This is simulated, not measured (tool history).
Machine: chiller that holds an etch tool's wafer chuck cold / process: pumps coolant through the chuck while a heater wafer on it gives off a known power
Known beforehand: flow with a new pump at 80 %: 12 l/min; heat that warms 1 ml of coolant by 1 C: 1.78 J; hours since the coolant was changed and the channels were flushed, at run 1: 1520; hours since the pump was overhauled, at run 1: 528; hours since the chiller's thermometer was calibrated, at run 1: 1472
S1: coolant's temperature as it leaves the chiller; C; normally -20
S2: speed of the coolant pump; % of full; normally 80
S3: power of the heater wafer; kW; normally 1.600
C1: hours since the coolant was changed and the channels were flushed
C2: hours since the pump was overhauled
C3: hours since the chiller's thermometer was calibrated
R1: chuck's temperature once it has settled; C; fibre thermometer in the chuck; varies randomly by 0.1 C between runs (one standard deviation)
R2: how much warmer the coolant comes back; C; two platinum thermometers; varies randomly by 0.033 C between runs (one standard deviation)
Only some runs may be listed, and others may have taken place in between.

run 1 hour=0.0 | S1=-20 S2=80 S3=1.600 | C1=1520 C2=528 C3=1472 | R1=-8.4 R2=4.47
run 2 hour=21.6 | S1=-20 S2=80 S3=1.600 | C1=1541 C2=550 C3=1494 | R1=-8.2 R2=4.44
run 3 hour=39.5 | S1=-20 S2=80 S3=1.600 | C1=1559 C2=568 C3=1512 | R1=-8.2 R2=4.48
run 4 hour=59.3 | S1=-20 S2=80 S3=1.994 | C1=1579 C2=588 C3=1532 | R1=-5.5 R2=5.60
run 5 hour=86.9 | S1=-20 S2=80 S3=1.994 | C1=1606 C2=615 C3=1559 | R1=-5.4 R2=5.47
run 6 hour=114.7 | S1=-20 S2=80 S3=1.994 | C1=1634 C2=643 C3=1587 | R1=-5.3 R2=5.54
run 7 hour=129.6 | S1=-20 S2=85 S3=1.994 | C1=1649 C2=658 C3=1602 | R1=-6.3 R2=5.20
run 8 hour=155.5 | S1=-20 S2=85 S3=1.994 | C1=1675 C2=684 C3=1628 | R1=-6.2 R2=5.15
run 9 hour=186.8 | S1=-20 S2=85 S3=1.994 | C1=1706 C2=715 C3=1659 | R1=-6.2 R2=5.15
run 10 hour=215.2 | S1=-20 S2=85 S3=1.994 | C1=1735 C2=744 C3=1688 | R1=-6.2 R2=5.16
run 11 hour=240.7 | S1=-20 S2=85 S3=1.994 | C1=1760 C2=769 C3=1713 | R1=-6.0 R2=5.16
run 12 hour=272.1 | S1=-20 S2=80 S3=1.050 | C1=1792 C2=801 C3=1744 | R1=-12.2 R2=2.76
run 13 hour=304.3 | S1=-20 S2=80 S3=1.050 | C1=1824 C2=833 C3=1777 | R1=-12.3 R2=2.78
run 14 hour=339.4 | S1=-20 S2=80 S3=1.050 | C1=1859 C2=868 C3=1812 | R1=-12.3 R2=2.79
run 15 hour=366.7 | S1=-20 S2=80 S3=1.050 | C1=1886 C2=895 C3=1839 | R1=-12.4 R2=2.69
run 16 hour=399.7 | S1=-20 S2=80 S3=1.050 | C1=1919 C2=928 C3=1872 | R1=-12.3 R2=2.70
run 17 hour=435.0 | S1=-29 S2=63 S3=2.240 | C1=1954 C2=963 C3=1907 | R1=-9.0 R2=7.74
run 18 hour=455.6 | S1=-20 S2=80 S3=1.457 | C1=1975 C2=984 C3=1928 | R1=-9.3 R2=3.85
run 19 hour=475.2 | S1=-21 S2=80 S3=1.034 | C1=1995 C2=1004 C3=1947 | R1=-13.5 R2=2.61
run 20 hour=499.4 | S1=-21 S2=81 S3=1.539 | C1=2019 C2=1028 C3=1972 | R1=-9.8 R2=4.02
run 21 hour=529.9 | S1=-24 S2=81 S3=1.539 | C1=2049 C2=1058 C3=2002 | R1=-12.9 R2=3.93
run 22 hour=562.8 | S1=-24 S2=81 S3=1.539 | C1=2082 C2=1091 C3=2035 | R1=-12.7 R2=3.96
run 23 hour=584.9 | S1=-11 S2=95 S3=1.600 | C1=2104 C2=1113 C3=2057 | R1=-0.9 R2=3.44
run 24 hour=604.5 | S1=-11 S2=95 S3=1.600 | C1=2124 C2=1133 C3=2077 | R1=-0.8 R2=3.44
-- hour=619.8 gauge calibrated
run 25 hour=624.9 | S1=-14 S2=70 S3=1.390 | C1=2144 C2=1153 C3=2097 | R1=-2.5 R2=4.45
run 26 hour=646.7 | S1=-10 S2=63 S3=1.370 | C1=2166 C2=1175 C3=2119 | R1=2.4 R2=4.88
run 27 hour=675.6 | S1=-10 S2=63 S3=1.370 | C1=2195 C2=1204 C3=2148 | R1=2.4 R2=4.87
run 28 hour=704.6 | S1=-16 S2=92 S3=1.600 | C1=2224 C2=1233 C3=2177 | R1=-5.6 R2=3.81
run 29 hour=735.5 | S1=-16 S2=64 S3=1.129 | C1=2255 C2=1264 C3=2208 | R1=-6.1 R2=3.91
run 30 hour=752.8 | S1=-16 S2=64 S3=1.129 | C1=2272 C2=1281 C3=2225 | R1=-6.1 R2=3.86
run 31 hour=777.3 | S1=-27 S2=94 S3=2.205 | C1=2297 C2=1306 C3=2250 | R1=-12.9 R2=5.17

5 options for the next run, each taken on its own from the tool as it stands now. Forecast them:
run A hour=809.9 | S1=-28 S2=80 S3=1.600 | C1=2329 C2=1338 C3=2282 | R1=? R2=?
run B hour=809.9 | S1=-22 S2=61 S3=2.344 | C1=2329 C2=1338 C3=2282 | R1=? R2=?
run C hour=809.9 | S1=-15 S2=95 S3=1.478 | C1=2329 C2=1338 C3=2282 | R1=? R2=?
run D hour=809.9 | S1=-26 S2=99 S3=0.947 | C1=2329 C2=1338 C3=2282 | R1=? R2=?
run E hour=809.9 | S1=-20 S2=80 S3=1.000 | C1=2329 C2=1338 C3=2282 | R1=? R2=?

run=A R1=-16.2 R2=4.36
run=B R1=-0.1 R2=8.57
run=C R1=-5.5 R2=3.45
run=D R1=-20.3 R2=2.01
run=E R1=-12.8 R2=2.64
Stripped of hidden state, with their random variation kept, the same runs would have yielded:
run=A R1=-16.2 R2=4.47
run=B R1=-0.2 R2=8.68
run=C R1=-5.5 R2=3.56
run=D R1=-20.3 R2=2.12
run=E R1=-12.8 R2=2.75
